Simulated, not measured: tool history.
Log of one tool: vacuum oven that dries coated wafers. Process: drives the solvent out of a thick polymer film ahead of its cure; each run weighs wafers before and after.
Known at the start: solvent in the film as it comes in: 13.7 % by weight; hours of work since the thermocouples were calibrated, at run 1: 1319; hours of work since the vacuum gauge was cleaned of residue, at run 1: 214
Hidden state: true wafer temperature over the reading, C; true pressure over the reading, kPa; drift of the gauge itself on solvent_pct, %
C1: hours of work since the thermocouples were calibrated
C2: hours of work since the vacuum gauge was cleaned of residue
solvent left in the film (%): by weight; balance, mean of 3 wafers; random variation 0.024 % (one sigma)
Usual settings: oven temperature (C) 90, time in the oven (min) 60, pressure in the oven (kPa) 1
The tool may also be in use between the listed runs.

Run 1, hour 0: usual settings; C1 1319; C2 214. Result: solvent left in the film (%) 1.01.
Run 2, hour 18.5: usual settings; C1 1327; C2 222. Result: solvent left in the film (%) 1.04.
Run 3, hour 30.5: usual settings; C1 1333; C2 228. Result: solvent left in the film (%) 1.04.
Run 4, hour 56: usual settings; C1 1344; C2 239. Result: solvent left in the film (%) 1.03.
Run 5, hour 72.9: usual settings but oven temperature (C) 78; C1 1352; C2 247. Result: solvent left in the film (%) 2.92.
Run 6, hour 90.5: usual settings but oven temperature (C) 78; C1 1360; C2 255. Result: solvent left in the film (%) 2.91.
Run 7, hour 108.4: usual settings but oven temperature (C) 78; C1 1368; C2 263. Result: solvent left in the film (%) 2.98.
Run 8, hour 125.7: usual settings; C1 1376; C2 271. Result: solvent left in the film (%) 1.04.
Run 9, hour 141: usual settings; C1 1383; C2 278. Result: solvent left in the film (%) 1.04.
Run 10, hour 154.6: usual settings but oven temperature (C) 103, time in the oven (min) 89, pressure in the oven (kPa) 0.84; C1 1389; C2 285. Result: solvent left in the film (%) 0.14.
Run 11, hour 166.8: usual settings but oven temperature (C) 103, time in the oven (min) 89, pressure in the oven (kPa) 0.84; C1 1395; C2 290. Result: solvent left in the film (%) 0.15.
Run 12, hour 182.5: usual settings but oven temperature (C) 102, time in the oven (min) 72; C1 1402; C2 297. Result: solvent left in the film (%) 0.2.
Run 13, hour 193.6: usual settings but oven temperature (C) 102, time in the oven (min) 90; C1 1407; C2 302. Result: solvent left in the film (%) 0.23.
Run 14, hour 208.2: usual settings but oven temperature (C) 84, pressure in the oven (kPa) 1.53; C1 1414; C2 309. Result: solvent left in the film (%) 2.02.
Run 15, hour 228.4: usual settings but time in the oven (min) 88; C1 1423; C2 318. Result: solvent left in the film (%) 0.5.
Run 16, hour 239.6: usual settings but oven temperature (C) 92, time in the oven (min) 71, pressure in the oven (kPa) 2.77; C1 1428; C2 324. Result: solvent left in the film (%) 1.03.
Run 17, hour 253.3: usual settings but oven temperature (C) 92, time in the oven (min) 71, pressure in the oven (kPa) 2.77; C1 1435; C2 330. Result: solvent left in the film (%) 0.97.

Some steps in solvent left in the film (%) between neighbouring runs. How much of each would the tool show without its hidden state too (settings, what came in, random variation), and how much is left for the hidden state, with any gauge scatter that isn't in both results?
Run 7 -> 8: oven temperature (C) 78 -> 90. solvent left in the film (%) -1.94: hidden state -0.07, all else -1.87.
Run 13 -> 14: oven temperature (C) 102 -> 84, time in the oven (min) 90 -> 60, pressure in the oven (kPa) 1 -> 1.53. solvent left in the film (%) +1.79: hidden state +0.12, all else +1.67.
